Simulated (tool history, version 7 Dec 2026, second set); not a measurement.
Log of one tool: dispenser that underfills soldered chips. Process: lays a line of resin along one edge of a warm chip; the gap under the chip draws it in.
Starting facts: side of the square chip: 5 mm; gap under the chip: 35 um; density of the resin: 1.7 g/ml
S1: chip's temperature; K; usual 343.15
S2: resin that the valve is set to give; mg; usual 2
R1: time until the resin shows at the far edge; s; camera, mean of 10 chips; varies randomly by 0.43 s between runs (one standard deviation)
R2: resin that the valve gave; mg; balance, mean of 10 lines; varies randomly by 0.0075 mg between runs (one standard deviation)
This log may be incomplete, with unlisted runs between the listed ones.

run,hour,S1,S2,R1,R2
1,0,343.15,2,43.3,1.94
# hour 4.7: new syringe of resin
2,5.4,343.15,2,31.6,1.949
3,10.4,343.15,2,38.2,1.933
4,14.2,343.15,2,44.8,1.918
# hour 17.2: new syringe of resin
5,18.5,343.15,2,32,1.928
6,23.7,343.15,2,39.6,1.928
# hour 29.8: new syringe of resin
7,30,343.15,2.33,29.7,2.228
8,33.5,343.15,2.33,34,2.23
9,39.2,337.15,2.09,56.5,2.003
# hour 42.4: new syringe of resin
10,44.8,357.15,1.88,20.1,1.8
# hour 49.6: dispensing valve cleaned and set on the balance
11,51.4,329.15,2.03,76.3,2.018
# hour 56: new syringe of resin
12,56.5,340.15,2.44,34.8,2.425
13,61.1,341.15,2.44,39.8,2.434
14,65.7,332.15,1.85,74,1.842
# hour 68.5: new syringe of resin
15,71.1,342.15,2.02,35,2.003

Here are 3 independent what-if runs from the current tool condition. What would each one return?
A,73.7,348.15,2.6,?,?
B,73.7,340.15,2.52,?,?
C,73.7,344.15,2.49,?,?

run,R1,R2
A,29.3,2.575
B,41.3,2.479
C,34.3,2.468
Take away the tool's hidden state, keep each run's random variation, and the runs would have read:
run,R1,R2
A,24.7,2.602
B,34.9,2.505
C,28.9,2.494
